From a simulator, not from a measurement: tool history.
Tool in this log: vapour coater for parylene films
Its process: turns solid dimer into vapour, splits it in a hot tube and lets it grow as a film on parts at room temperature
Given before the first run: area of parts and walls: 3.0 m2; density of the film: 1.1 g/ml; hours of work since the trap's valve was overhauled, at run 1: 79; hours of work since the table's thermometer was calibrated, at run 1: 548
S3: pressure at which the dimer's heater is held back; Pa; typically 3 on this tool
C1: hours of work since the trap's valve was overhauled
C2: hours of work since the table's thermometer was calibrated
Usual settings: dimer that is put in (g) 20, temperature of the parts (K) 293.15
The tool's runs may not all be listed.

Run 1, hour 0: usual settings; C1 79; C2 548. Result: thickness of the film (nm) 3540.
Run 2, hour 59.2: usual settings; C1 112; C2 581. Result: thickness of the film (nm) 3500.
Run 3, hour 99.4: usual settings; C1 135; C2 603. Result: thickness of the film (nm) 3470.
Run 4, hour 134.2: usual settings; C1 154; C2 623. Result: thickness of the film (nm) 3420.
Run 5, hour 169.2: usual settings; C1 174; C2 642. Result: thickness of the film (nm) 3440.
Run 6, hour 229.3: usual settings; C1 207; C2 676. Result: thickness of the film (nm) 3410.
Run 7, hour 270.4: usual settings; C1 230; C2 699. Result: thickness of the film (nm) 3330.
Run 8, hour 318.3: usual settings; C1 257; C2 725. Result: thickness of the film (nm) 3270.
Run 9, hour 364.3: usual settings; C1 282; C2 751. Result: thickness of the film (nm) 3270.
At hour 425.8: trap's valve overhauled.
Run 10, hour 426.7: usual settings but S3 3.88 Pa; C1 0; C2 783. Result: thickness of the film (nm) 3520.
Run 11, hour 480.4: usual settings but S3 3.88 Pa; C1 30; C2 813. Result: thickness of the film (nm) 3510.
Run 12, hour 509.7: usual settings but S3 3.88 Pa; C1 47; C2 830. Result: thickness of the film (nm) 3470.
Run 13, hour 549.9: usual settings but temperature of the parts (K) 289.15, S3 9.73 Pa; C1 69; C2 852. Result: thickness of the film (nm) 3530.
Run 14, hour 575.5: usual settings but dimer that is put in (g) 13, temperature of the parts (K) 292.15, S3 6.13 Pa; C1 83; C2 866. Result: thickness of the film (nm) 2170.
Run 15, hour 631.3: usual settings but dimer that is put in (g) 13, temperature of the parts (K) 291.15, S3 6.13 Pa; C1 115; C2 897. Result: thickness of the film (nm) 2240.
Run 16, hour 663.2: usual settings but dimer that is put in (g) 13, temperature of the parts (K) 291.15, S3 6.13 Pa; C1 132; C2 915. Result: thickness of the film (nm) 2240.
Run 17, hour 692: usual settings but dimer that is put in (g) 15, temperature of the parts (K) 296.15, S3 2.22 Pa; C1 148; C2 931. Result: thickness of the film (nm) 2400.
Run 18, hour 750.8: usual settings but dimer that is put in (g) 11, temperature of the parts (K) 295.15, S3 9.88 Pa; C1 181; C2 964. Result: thickness of the film (nm) 1420.
Run 19, hour 782.7: usual settings but dimer that is put in (g) 11, temperature of the parts (K) 295.15, S3 9.88 Pa; C1 199; C2 982. Result: thickness of the film (nm) 1440.
Run 20, hour 815.3: usual settings but temperature of the parts (K) 302.15; C1 217; C2 1000. Result: thickness of the film (nm) 2270.
Run 21, hour 847.4: usual settings but temperature of the parts (K) 302.15; C1 235; C2 1018. Result: thickness of the film (nm) 2270.

Alternative continuations, all from the tool just after run 21; predict every row:
Run A, hour 877.7: usual settings but temperature of the parts (K) 299.15, S3 2.96 Pa; C1 252; C2 1035. Result: thickness of the film (nm) ?.
Run B, hour 877.7: usual settings but temperature of the parts (K) 302.15, S3 6.21 Pa; C1 252; C2 1035. Result: thickness of the film (nm) ?.
Run C, hour 877.7: usual settings but temperature of the parts (K) 302.15, S3 4.79 Pa; C1 252; C2 1035. Result: thickness of the film (nm) ?.
Run D, hour 877.7: usual settings but dimer that is put in (g) 28, temperature of the parts (K) 295.15, S3 7.31 Pa; C1 252; C2 1035. Result: thickness of the film (nm) ?.
Run E, hour 877.7: usual settings but dimer that is put in (g) 18, S3 3.83 Pa; C1 252; C2 1035. Result: thickness of the film (nm) ?.

run  thickness of the film (nm)
  A                        2580
  B                        1990
  C                        2100
  D                        3750
  E                        2890
Without the tool's unlogged condition, the same runs would have read:
run  thickness of the film (nm)
  A                        2790
  B                        2150
  C                        2270
  D                        4050
  E                        3130
